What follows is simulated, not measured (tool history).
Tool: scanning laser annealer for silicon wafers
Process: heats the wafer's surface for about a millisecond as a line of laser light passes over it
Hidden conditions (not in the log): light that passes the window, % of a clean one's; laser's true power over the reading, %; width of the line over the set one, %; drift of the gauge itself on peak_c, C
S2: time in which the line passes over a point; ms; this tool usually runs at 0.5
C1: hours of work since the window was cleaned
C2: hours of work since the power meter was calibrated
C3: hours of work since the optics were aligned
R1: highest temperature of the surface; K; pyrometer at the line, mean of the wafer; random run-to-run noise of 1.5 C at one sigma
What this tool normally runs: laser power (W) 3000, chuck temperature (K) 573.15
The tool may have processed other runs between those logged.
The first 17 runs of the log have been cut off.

Run 18, hour 982.5: usual settings but laser power (W) 2774, S2 0.377 ms; C1 678; C2 1643; C3 1735. Result: R1 1198.15 K.
Run 19, hour 1018.7: usual settings but laser power (W) 2621, S2 0.446 ms, chuck temperature (K) 574.15; C1 693; C2 1658; C3 1749. Result: R1 1221.15 K.
Run 20, hour 1061.9: usual settings but laser power (W) 2621, S2 0.446 ms, chuck temperature (K) 574.15; C1 711; C2 1676; C3 1767. Result: R1 1221.15 K.
Run 21, hour 1098.3: usual settings but laser power (W) 2621, S2 0.446 ms, chuck temperature (K) 574.15; C1 725; C2 1690; C3 1782. Result: R1 1220.15 K.
Run 22, hour 1145.3: usual settings but S2 0.46 ms, chuck temperature (K) 553.15; C1 745; C2 1710; C3 1801. Result: R1 1311.15 K.
Run 23, hour 1180.3: usual settings but laser power (W) 2700, S2 0.59 ms, chuck temperature (K) 553.15; C1 759; C2 1724; C3 1815. Result: R1 1334.15 K.
Run 24, hour 1238.8: usual settings but laser power (W) 2809, chuck temperature (K) 563.15; C1 783; C2 1748; C3 1839. Result: R1 1306.15 K.
Run 25, hour 1319.3: usual settings but laser power (W) 2718, chuck temperature (K) 551.15; C1 815; C2 1780; C3 1872. Result: R1 1269.15 K.
Run 26, hour 1356.3: usual settings but laser power (W) 3275, S2 0.398 ms, chuck temperature (K) 597.15; C1 830; C2 1796; C3 1887. Result: R1 1359.15 K.
At hour 1394.7: window over the wafer cleaned.
Run 27, hour 1405.6: usual settings but laser power (W) 2878, S2 0.61 ms, chuck temperature (K) 574.15; C1 4; C2 1815; C3 1906. Result: R1 1426.15 K.
At hour 1448.7: optics aligned, line set to its width.
Run 28, hour 1448.8: usual settings but laser power (W) 2878, S2 0.61 ms, chuck temperature (K) 587.15; C1 20; C2 1830; C3 0. Result: R1 1441.15 K.
Run 29, hour 1487.5: usual settings but laser power (W) 3176, S2 0.452 ms, chuck temperature (K) 574.15; C1 36; C2 1846; C3 16. Result: R1 1372.15 K.

Estimate the outcome of run 30 from the log above:
Run 30, hour 1549.6: usual settings but laser power (W) 3164; C1 61; C2 1871; C3 41. Result: R1 ?.

R1: 1413.15 K
If the tool had no hidden condition, the same run with the same run-to-run variation would have returned R1 1413.15 K.

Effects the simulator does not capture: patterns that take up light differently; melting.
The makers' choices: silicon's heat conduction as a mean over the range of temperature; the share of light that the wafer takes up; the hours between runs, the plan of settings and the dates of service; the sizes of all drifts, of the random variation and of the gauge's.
